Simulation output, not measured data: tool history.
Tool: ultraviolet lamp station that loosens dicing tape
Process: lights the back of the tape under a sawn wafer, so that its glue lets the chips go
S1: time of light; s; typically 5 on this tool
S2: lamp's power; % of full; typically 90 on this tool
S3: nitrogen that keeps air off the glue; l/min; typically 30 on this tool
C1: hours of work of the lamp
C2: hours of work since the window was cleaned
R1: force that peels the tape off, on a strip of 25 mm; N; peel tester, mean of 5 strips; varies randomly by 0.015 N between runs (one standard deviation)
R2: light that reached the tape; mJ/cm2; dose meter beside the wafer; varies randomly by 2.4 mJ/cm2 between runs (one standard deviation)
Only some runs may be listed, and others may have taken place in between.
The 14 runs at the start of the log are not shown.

run 15 hour=172.4 | S1=5 S2=90 S3=30 | C1=142 C2=504 | R1=1.109 R2=216
run 16 hour=189.5 | S1=5 S2=90 S3=12 | C1=153 C2=516 | R1=1.885 R2=209
run 17 hour=207.5 | S1=5 S2=67 S3=27 | C1=165 C2=528 | R1=2.102 R2=158
run 18 hour=223.9 | S1=4 S2=90 S3=45 | C1=176 C2=538 | R1=1.444 R2=171
run 19 hour=237.8 | S1=3 S2=77 S3=26 | C1=185 C2=548 | R1=3.526 R2=110
run 20 hour=253.9 | S1=3 S2=77 S3=26 | C1=196 C2=558 | R1=3.480 R2=109
run 21 hour=262.3 | S1=5 S2=90 S3=34 | C1=201 C2=564 | R1=1.130 R2=210
run 22 hour=275.8 | S1=4 S2=90 S3=47 | C1=210 C2=573 | R1=1.436 R2=169
run 23 hour=285.1 | S1=4 S2=90 S3=47 | C1=216 C2=579 | R1=1.434 R2=162
run 24 hour=295.7 | S1=4 S2=100 S3=26 | C1=223 C2=586 | R1=1.596 R2=182
run 25 hour=308.8 | S1=5 S2=65 S3=10 | C1=232 C2=594 | R1=3.275 R2=150
run 26 hour=317.7 | S1=5 S2=90 S3=30 | C1=238 C2=600 | R1=1.236 R2=205
run 27 hour=325.5 | S1=5 S2=90 S3=30 | C1=243 C2=605 | R1=1.246 R2=207
run 28 hour=334.4 | S1=9 S2=64 S3=9 | C1=249 C2=611 | R1=1.599 R2=260
run 29 hour=349.7 | S1=9 S2=64 S3=9 | C1=259 C2=621 | R1=1.573 R2=261
run 30 hour=363.2 | S1=9 S2=64 S3=9 | C1=268 C2=630 | R1=1.505 R2=257
run 31 hour=381.0 | S1=9 S2=73 S3=9 | C1=280 C2=642 | R1=1.226 R2=294

Alternative continuations, all from the tool just after run 31; predict every row:
-- hour=387.1 window cleaned of glue's vapour
run A hour=394.2 | S1=9 S2=69 S3=11 | C1=288 C2=5 | R1=? R2=?
-- hour=387.1 window cleaned of glue's vapour
run B hour=394.2 | S1=3 S2=67 S3=30 | C1=288 C2=5 | R1=? R2=?
-- hour=387.1 window cleaned of glue's vapour
run C hour=394.2 | S1=5 S2=68 S3=9 | C1=288 C2=5 | R1=? R2=?
-- hour=387.1 window cleaned of glue's vapour
run D hour=394.2 | S1=4 S2=74 S3=9 | C1=288 C2=5 | R1=? R2=?
-- hour=387.1 window cleaned of glue's vapour
run E hour=394.2 | S1=5 S2=91 S3=30 | C1=288 C2=5 | R1=? R2=?

run=A R1=0.803 R2=336
run=B R1=3.333 R2=111
run=C R1=2.717 R2=182
run=D R1=3.188 R2=161
run=E R1=0.834 R2=242
With no hidden state in the tool, these same runs would have given:
run=A R1=0.693 R2=358
run=B R1=3.093 R2=118
run=C R1=2.490 R2=194
run=D R1=2.954 R2=172
run=E R1=0.721 R2=258
